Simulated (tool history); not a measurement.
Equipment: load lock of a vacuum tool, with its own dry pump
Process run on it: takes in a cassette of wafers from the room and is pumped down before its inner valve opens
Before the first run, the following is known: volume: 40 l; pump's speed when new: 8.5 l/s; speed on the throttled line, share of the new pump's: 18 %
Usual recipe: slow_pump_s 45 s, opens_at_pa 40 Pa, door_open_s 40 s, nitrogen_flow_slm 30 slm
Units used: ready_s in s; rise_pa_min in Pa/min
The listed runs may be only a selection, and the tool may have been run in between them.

run      day  slow_pump_s  opens_at_pa  door_open_s  nitrogen_flow_slm  incoming humidity of the room's air, %  ready_s  rise_pa_min
  1    0.000           45           40           40                 30                                    47.9     75.9        0.057
  2    8.317           45           40           40                 30                                    43.1     77.1        0.062
  3   17.508           45           50           40                 30                                    46.3     75.7        0.062
  4   24.204           45           50           40                 30                                    46.0     75.1        0.063
  5   32.304           31           40           40                 30                                    44.8     65.3        0.063
  6   36.608           45           33           40                 30                                    46.6     77.6        0.063
  7   42.883           45           40           40                 30                                    44.8     76.4        0.064
  8   48.792           45           40           40                 30                                    42.3     76.6        0.068
  9   56.921           45           40           40                 30                                    43.9     76.4        0.069
 10   65.142           45           74           40                 30                                    46.6     73.9        0.070
 11   69.942           45           74           40                 30                                    41.5     73.1        0.070
 12   76.817           61           40           40                 30                                    42.8     89.6        0.071
 13   85.679           61           40           40                 30                                    45.4     89.6        0.074
 14   90.800           45           36           40                 30                                    47.1     77.7        0.072
 15   95.812           45           36           40                 30                                    42.7     77.6        0.077
 16  103.638           45           36           40                 30                                    43.2     78.2        0.081
 17  108.329           45           40           86                 30                                    44.6     76.7        0.095
 18  112.171           45           40           40                 30                                    47.8     77.3        0.082
 19  118.125           45           40           40                 30                                    44.4     77.3        0.087
 20  124.950           45           40           40                  5                                    47.8     77.2        0.114
 21  133.404           50           75           32                  5                                    44.9     78.7        0.110
 22  142.454           50           40           40                 30                                    41.8     81.5        0.090
 23  146.229           45           52           40                 10                                    47.1     76.3        0.110
 24  153.488           45           52           40                 10                                    42.0     76.3        0.106
 25  160.504           47           32          142                 10                                    43.3     80.9        0.151
 26  168.362           81           41           40                  7                                    46.1    106.1        0.126
 27  177.050           45           63           62                 30                                    48.4     75.8        0.115
 28  186.242           45           63           62                 30                                    46.2     75.4        0.111
 29  194.412           46           40          137                 28                                    45.9     78.9        0.136
 30  199.421           65           42           59                 31                                    45.2     93.7        0.113
 31  206.654           23           38           56                 30                                    46.4     60.7        0.118
 32  213.238           23           40           40                 30                                    46.6     60.3        0.118
 33  220.283           23           40           40                 30                                    44.6     60.8        0.114
 34  228.583           45           40           59                 11                                    44.3     78.7        0.143
 35  234.933           45           45           40                 30                                    45.5     78.1        0.120
 36  243.312           59           55           40                 33                                    44.3     87.9        0.121
 37  250.408           59           76          161                 33                                    41.8     86.1        0.147

A few steps of ready_s between consecutive runs. Split each: what settings, incoming material and random variation would produce without the hidden state, and what is left over for the hidden state, along with gauge scatter present in only one of the two compared results (measured, and without hidden state):
What the log doesn't record here: pump's speed, % of a new pump's; leak at the door's seal, Pa l/s; drift of the gauge itself on ready_s, %; drift of the gauge itself on rise_pa_min, %.
Run 21 -> 22: opens_at_pa 75 -> 40, door_open_s 32 -> 40, nitrogen_flow_slm 5 -> 30. ready_s +2.8 s: hidden state +0.6, all else +2.2.
Run 25 -> 26: slow_pump_s 47 -> 81, opens_at_pa 32 -> 41, door_open_s 142 -> 40, nitrogen_flow_slm 10 -> 7. ready_s +25.2 s: hidden state -0.8, all else +26.0.
Run 26 -> 27: slow_pump_s 81 -> 45, opens_at_pa 41 -> 63, door_open_s 40 -> 62, nitrogen_flow_slm 7 -> 30. ready_s -30.3 s: hidden state +0.5, all else -30.8.
Run 30 -> 31: slow_pump_s 65 -> 23, opens_at_pa 42 -> 38, door_open_s 59 -> 56, nitrogen_flow_slm 31 -> 30. ready_s -33.0 s: hidden state +1.1, all else -34.1.
